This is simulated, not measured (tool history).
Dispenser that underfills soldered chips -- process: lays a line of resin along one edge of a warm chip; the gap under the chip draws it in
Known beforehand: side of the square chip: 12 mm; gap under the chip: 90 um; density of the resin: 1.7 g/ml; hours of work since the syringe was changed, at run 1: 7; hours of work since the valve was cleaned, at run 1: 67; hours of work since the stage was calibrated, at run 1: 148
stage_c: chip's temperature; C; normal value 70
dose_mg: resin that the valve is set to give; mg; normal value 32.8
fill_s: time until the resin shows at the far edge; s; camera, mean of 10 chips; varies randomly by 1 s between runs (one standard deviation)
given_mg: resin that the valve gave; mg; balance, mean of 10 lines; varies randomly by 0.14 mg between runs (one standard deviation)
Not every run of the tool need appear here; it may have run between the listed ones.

| run | hour | stage_c | dose_mg | hours of work since the syringe was changed | hours of work since the valve was cleaned | hours of work since the stage was calibrated | fill_s | given_mg |
|---|---|---|---|---|---|---|---|---|
| 1 | 0.0 | 70 | 32.8 | 7 | 67 | 148 | 136.9 | 31.56 |
|  | 1.6 | new syringe of resin |
| 2 | 4.5 | 70 | 32.8 | 2 | 70 | 150 | 111.1 | 31.53 |
| 3 | 9.0 | 61 | 32.8 | 5 | 73 | 153 | 191.9 | 31.43 |
| 4 | 13.1 | 61 | 32.8 | 8 | 76 | 156 | 219.0 | 31.20 |
|  | 13.8 | new syringe of resin |
| 5 | 16.9 | 61 | 32.8 | 2 | 78 | 159 | 166.3 | 31.10 |
| 6 | 19.8 | 61 | 32.8 | 4 | 80 | 161 | 184.0 | 31.02 |
| 7 | 23.0 | 61 | 32.8 | 6 | 82 | 163 | 203.6 | 30.98 |
|  | 26.0 | new syringe of resin |
| 8 | 27.6 | 65 | 39.5 | 1 | 85 | 166 | 127.2 | 37.32 |
| 9 | 32.0 | 75 | 32.8 | 4 | 88 | 169 | 97.8 | 31.03 |
| 10 | 34.8 | 70 | 35.5 | 6 | 90 | 171 | 130.6 | 33.27 |
|  | 38.4 | new syringe of resin |
| 11 | 38.8 | 70 | 35.5 | 0 | 93 | 173 | 102.7 | 33.35 |
| 12 | 41.2 | 66 | 36.8 | 2 | 94 | 175 | 129.5 | 34.74 |
| 13 | 44.1 | 64 | 30.1 | 4 | 96 | 177 | 161.7 | 28.30 |
| 14 | 46.7 | 65 | 35.3 | 6 | 98 | 179 | 162.6 | 33.12 |

Predict each of these 3 candidate next runs independently; none follows another, all start after run 14:
|  | 50.7 | new syringe of resin |
| A | 51.8 | 59 | 37.8 | 1 | 101 | 182 | ? | ? |
|  | 50.7 | new syringe of resin |
| B | 51.8 | 67 | 39.6 | 1 | 101 | 182 | ? | ? |
|  | 50.7 | new syringe of resin |
| C | 51.8 | 60 | 41.1 | 1 | 101 | 182 | ? | ? |

| run | fill_s | given_mg |
|---|---|---|
| A | 170.6 | 35.35 |
| B | 116.0 | 37.12 |
| C | 162.1 | 38.66 |
Take away the tool's hidden state, keep each run's random variation, and the runs would have read:
| run | fill_s | given_mg |
|---|---|---|
| A | 157.2 | 37.67 |
| B | 107.1 | 39.55 |
| C | 149.7 | 41.20 |
